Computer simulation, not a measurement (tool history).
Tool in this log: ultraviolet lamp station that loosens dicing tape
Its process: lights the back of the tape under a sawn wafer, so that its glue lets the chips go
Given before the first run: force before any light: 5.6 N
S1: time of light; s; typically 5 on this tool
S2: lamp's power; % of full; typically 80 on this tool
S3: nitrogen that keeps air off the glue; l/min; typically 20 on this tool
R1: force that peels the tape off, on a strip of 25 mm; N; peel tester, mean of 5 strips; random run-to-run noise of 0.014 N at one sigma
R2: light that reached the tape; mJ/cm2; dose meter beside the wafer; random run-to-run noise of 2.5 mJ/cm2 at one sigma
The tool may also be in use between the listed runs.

| run | hour | S1 | S2 | S3 | R1 | R2 |
|---|---|---|---|---|---|---|
| 1 | 0 | 5 | 80 | 20 | 0.656 | 307 |
| 2 | 8.4 | 5 | 80 | 20 | 0.653 | 310 |
| 3 | 17.6 | 5 | 80 | 20 | 0.663 | 307 |
| 4 | 34.7 | 5 | 80 | 20 | 0.668 | 310 |
| 5 | 49.9 | 5 | 80 | 20 | 0.651 | 304 |
| 6 | 57.4 | 5 | 80 | 20 | 0.668 | 305 |
| 7 | 74.3 | 2 | 87 | 20 | 2.114 | 133 |
| 8 | 89.1 | 7 | 80 | 8 | 0.694 | 431 |
| 9 | 101 | 3 | 87 | 11 | 1.772 | 202 |
| 10 | 114.3 | 3 | 61 | 8 | 2.755 | 142 |
| 11 | 131.3 | 2 | 80 | 38 | 1.851 | 122 |
| 12 | 148.8 | 2 | 80 | 38 | 1.848 | 122 |

Forecast each of these 3 alternatives for the next run:
| A | 161.1 | 2 | 80 | 16 | ? | ? |
| B | 161.1 | 2 | 87 | 25 | ? | ? |
| C | 161.1 | 8 | 80 | 11 | ? | ? |

| run | R1 | R2 |
|---|---|---|
| A | 2.352 | 124 |
| B | 1.943 | 136 |
| C | 0.428 | 496 |
The same runs, with their run-to-run variation unchanged, on a tool lacking any hidden condition would have given:
| run | R1 | R2 |
|---|---|---|
| A | 2.349 | 125 |
| B | 1.939 | 136 |
| C | 0.427 | 497 |
